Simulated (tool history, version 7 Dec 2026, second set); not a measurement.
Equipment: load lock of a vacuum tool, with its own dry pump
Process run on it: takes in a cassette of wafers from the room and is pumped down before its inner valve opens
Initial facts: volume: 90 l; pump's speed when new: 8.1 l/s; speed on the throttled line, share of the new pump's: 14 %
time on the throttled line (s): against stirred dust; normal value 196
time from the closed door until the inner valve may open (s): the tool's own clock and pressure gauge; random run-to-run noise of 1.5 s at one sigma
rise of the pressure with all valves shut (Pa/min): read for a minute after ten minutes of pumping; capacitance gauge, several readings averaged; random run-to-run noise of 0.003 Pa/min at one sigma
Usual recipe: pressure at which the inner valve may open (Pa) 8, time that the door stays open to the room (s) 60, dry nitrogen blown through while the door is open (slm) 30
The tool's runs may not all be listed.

run,hour,time on the throttled line (s),pressure at which the inner valve may open (Pa),time that the door stays open to the room (s),dry nitrogen blown through while the door is open (slm),"incoming humidity of the room's air, %",time from the closed door until the inner valve may open (s),rise of the pressure with all valves shut (Pa/min)
1,0.0,196,8,60,30,40.0,275.3,0.187
2,502.8,196,8,60,30,46.3,276.7,0.202
3,889.9,196,8,60,30,45.1,276.7,0.219
4,1360.9,196,8,60,30,44.6,277.2,0.232
5,1767.8,196,8,37,30,45.7,277.3,0.252
6,2236.8,196,8,60,14,43.9,281.3,0.274
7,2724.9,196,8,60,14,46.0,280.0,0.301
8,3076.9,196,8,60,14,43.0,282.1,0.311
9,3361.2,196,8,60,14,47.7,281.0,0.327
10,3801.4,196,8,60,14,46.4,285.6,0.356
11,4270.7,196,8,60,30,46.9,282.3,0.362
12,4684.3,196,8,60,30,42.7,285.7,0.386
13,5061.7,196,8,60,30,44.9,285.2,0.407
14,5333.3,196,15,60,30,42.3,276.8,0.420

Run 15, settings as shown, results not yet in. Your forecast:
15,5610.6,196,15,60,30,47.7,?,?

{"run 15": {"time from the closed door until the inner valve may open (s)": 276.1, "rise of the pressure with all valves shut (Pa/min)": 0.425}}
If the tool had no hidden condition, the same run with the same run-to-run variation would have returned time from the closed door until the inner valve may open (s) 264.7, rise of the pressure with all valves shut (Pa/min) 0.004.
